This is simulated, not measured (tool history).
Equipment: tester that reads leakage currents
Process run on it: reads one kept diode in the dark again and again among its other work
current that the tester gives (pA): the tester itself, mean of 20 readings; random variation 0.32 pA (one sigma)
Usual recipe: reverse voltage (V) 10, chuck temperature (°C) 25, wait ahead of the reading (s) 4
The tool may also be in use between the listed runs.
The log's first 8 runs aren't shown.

run	hour	reverse voltage (V)	chuck temperature (°C)	wait ahead of the reading (s)	current that the tester gives (pA)
9	395.7	9.5	25	4	128.77
10	458.8	9.5	25	4	128.18
11	496.7	9.5	25	4	127.94
12	535.8	10	25	4	131.94
# hour 554.9: probe card cleaned and baked
13	593.1	10	25	4	122.06
14	639.7	10	25	4	121.56
15	708.5	10	25	4	121.33
16	783.9	10	25	4	120.98
17	832.4	10	25	4	121.22
18	865.4	1.6	51	4	286.98
19	916.8	1.6	32	4	74
20	948.9	5	33	0.48	153.1
21	1006.3	2.5	22	0.44	45.01
# hour 1045.6: chuck's temperature calibrated
22	1073.4	1.8	25	1.15	49.37
23	1112.1	13.3	29	0.46	212.2
24	1152.8	7.7	23	1.62	96.17
25	1214.5	3.8	60	0.96	875.64
26	1284.7	3.8	60	0.96	874.67
27	1340	2.6	25	0.37	61.53
28	1396.1	10	25	1.69	129.31
29	1435.6	10	25	1.69	130.13
30	1471.6	10	58	1.31	1315.5
31	1543.3	10	58	1.31	1314.87
32	1619.2	10	58	1.31	1316

Each row is a separate what-if for the run after 32, all from the same tool condition, not one after another. Results?
A	1683.6	10	36	1.31	?
B	1683.6	3	25	1.46	?
C	1683.6	4.2	24	1.31	?
D	1683.6	15.1	58	1.31	?
E	1683.6	19.4	35	0.85	?

run	current that the tester gives (pA)
A	295.04
B	65.42
C	73.1
D	1651.91
E	398.11
With the hidden condition removed and each run's random variation left untouched, the same runs would have given:
run	current that the tester gives (pA)
A	297.43
B	65.77
C	73.27
D	1674.96
E	399.8
